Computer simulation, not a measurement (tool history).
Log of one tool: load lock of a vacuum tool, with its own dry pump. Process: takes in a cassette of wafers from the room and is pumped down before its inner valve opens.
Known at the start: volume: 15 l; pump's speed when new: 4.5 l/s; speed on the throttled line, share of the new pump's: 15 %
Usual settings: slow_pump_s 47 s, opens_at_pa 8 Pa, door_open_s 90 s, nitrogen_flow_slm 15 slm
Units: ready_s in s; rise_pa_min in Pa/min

run    hour  slow_pump_s  opens_at_pa  door_open_s  nitrogen_flow_slm  incoming humidity of the room's air, %  ready_s  rise_pa_min
  1       0           47            8           90                 15                                    44.5     71.7         0.08
  2    71.4           47            8           90                 15                                    42.6       72        0.074
  3   141.2           47            6           90                 15                                      47     73.3        0.078
  4   211.6           47            6           90                 15                                    45.2     73.7        0.077
  5   309.6           47            6           90                 15                                    43.5     72.7        0.076
  6   416.2           47           13           90                 15                                    44.8     70.8        0.075
  7   476.5           47            8           41                 15                                    46.3     72.2         0.06
  8     585           47            8           41                 15                                    43.1     72.2         0.06
  9     640           47            8           41                 15                                    48.6     70.3        0.065
 10   699.4           47            8           90                 30                                      48     71.8         0.06
 11   779.7           58            8           90                 30                                    44.9     82.4        0.059
 12   838.1           58            8           90                 30                                    45.3     82.3        0.063
 13   941.4           58            8          153                 30                                    42.9       82        0.064
 14    1045           58            8          153                 30                                    43.5     81.9        0.064
 15  1119.8           47            8           90                 15                                    43.9     71.6        0.077
 16  1213.9           47            8           90                 15                                    43.9     71.6        0.079
 17  1312.1           47            8           90                 15                                    42.3     71.7         0.08
 18  1405.4           47            8           90                 15                                    44.5       72        0.078
 19    1485           26            9           36                 15                                    45.5     52.7        0.055
 20  1583.1           32            9           36                 18                                    44.1     58.7        0.052
 21    1667           41           14          210                  9                                    45.1     65.1        0.117
 22  1746.1           25           10           39                 12                                    46.1     53.3        0.063
 23  1817.2           25           10           39                 12                                    40.9     52.7        0.057
 24  1861.4           25           10           39                 12                                    47.5       52        0.067
 25  1970.6           25           10           39                 12                                    46.8     52.2        0.058
 26  2064.4           25           10           39                 12                                    46.4     52.1        0.063
 27  2128.8           50            7          239                 10                                    42.6       75        0.118
 28  2188.4           75            7           90                  6                                    47.1       97        0.104
 29    2280           75            7           90                  6                                    41.6     95.9        0.092
 30  2364.9           37           10           71                  6                                    43.1     62.3        0.092
 31  2417.1           44            8           98                 10                                    49.5     69.1          0.1
 32  2461.1           44            8           98                 10                                    41.3     69.5        0.079
 33  2537.6           61            9           63                 14                                    46.4     82.7        0.075
 34  2629.4           28           13           41                 42                                    44.4       54        0.042
 35  2689.2           88           13           90                 44                                    43.5    105.5        0.046
 36    2771           88           13           90                 44                                      47    104.1        0.053

5 ways to go on from here, each from the tool as it stands after run 36. What would each give?
  A  2872.7           47           15           81                 15                                    45.2        ?            ?
  B  2872.7           47            6           64                 15                                    46.5        ?            ?
  C  2872.7           55           10          118                 15                                    46.4        ?            ?
  D  2872.7           26            8          152                 44                                    43.7        ?            ?
  E  2872.7           29           13           90                  8                                      44        ?            ?

run  ready_s  rise_pa_min
  A     69.9        0.071
  B     72.4        0.071
  C     78.2        0.086
  D     54.1        0.051
  E     54.2        0.094
Without the tool's hidden state the same runs would have given:
run  ready_s  rise_pa_min
  A     69.9         0.07
  B     72.4        0.071
  C     78.1        0.085
  D       54        0.051
  E     54.2        0.093

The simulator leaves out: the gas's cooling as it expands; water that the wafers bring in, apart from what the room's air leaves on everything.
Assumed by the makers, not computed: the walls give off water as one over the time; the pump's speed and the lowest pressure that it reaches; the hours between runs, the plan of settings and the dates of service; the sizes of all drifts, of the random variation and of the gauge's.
